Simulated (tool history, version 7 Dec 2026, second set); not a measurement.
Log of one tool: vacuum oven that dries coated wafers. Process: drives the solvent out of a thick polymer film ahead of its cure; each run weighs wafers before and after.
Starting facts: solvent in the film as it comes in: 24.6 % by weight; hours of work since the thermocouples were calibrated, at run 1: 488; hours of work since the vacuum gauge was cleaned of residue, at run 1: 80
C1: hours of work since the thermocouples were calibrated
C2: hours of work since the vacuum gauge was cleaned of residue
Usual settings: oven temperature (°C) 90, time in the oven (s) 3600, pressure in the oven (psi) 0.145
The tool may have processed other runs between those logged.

Run 1, hour 0: usual settings; C1 488; C2 80. Result: solvent left in the film (%) 1.66.
Run 2, hour 11.5: usual settings; C1 494; C2 86. Result: solvent left in the film (%) 1.62.
Run 3, hour 20.5: usual settings but pressure in the oven (psi) 0.579; C1 498; C2 90. Result: solvent left in the film (%) 3.11.
Run 4, hour 32.4: usual settings; C1 504; C2 96. Result: solvent left in the film (%) 1.65.
Run 5, hour 40.3: usual settings; C1 508; C2 100. Result: solvent left in the film (%) 1.67.
Run 6, hour 49.8: usual settings; C1 512; C2 104. Result: solvent left in the film (%) 1.67.
Run 7, hour 60.6: usual settings; C1 518; C2 110. Result: solvent left in the film (%) 1.64.
Run 8, hour 67: usual settings but time in the oven (s) 3120; C1 521; C2 113. Result: solvent left in the film (%) 2.2.
Run 9, hour 72.8: usual settings but pressure in the oven (psi) 0.392; C1 524; C2 116. Result: solvent left in the film (%) 2.48.
Run 10, hour 82.4: usual settings but oven temperature (°C) 100, time in the oven (s) 1920, pressure in the oven (psi) 0.168; C1 528; C2 120. Result: solvent left in the film (%) 1.68.
Run 11, hour 89.9: usual settings but oven temperature (°C) 100, time in the oven (s) 1920, pressure in the oven (psi) 0.08; C1 532; C2 124. Result: solvent left in the film (%) 1.45.
Run 12, hour 101.6: usual settings but time in the oven (s) 1920, pressure in the oven (psi) 0.139; C1 538; C2 130. Result: solvent left in the film (%) 4.79.

Estimate the outcome of run 13 from the log above:
Run 13, hour 110.7: usual settings but oven temperature (°C) 93, time in the oven (s) 4740, pressure in the oven (psi) 0.312; C1 542; C2 134. Result: solvent left in the film (%) ?.

{"run 13": {"solvent left in the film (%)": 1.18}}
Had the tool carried no hidden state, the very same run would have given solvent left in the film (%) 1.19.
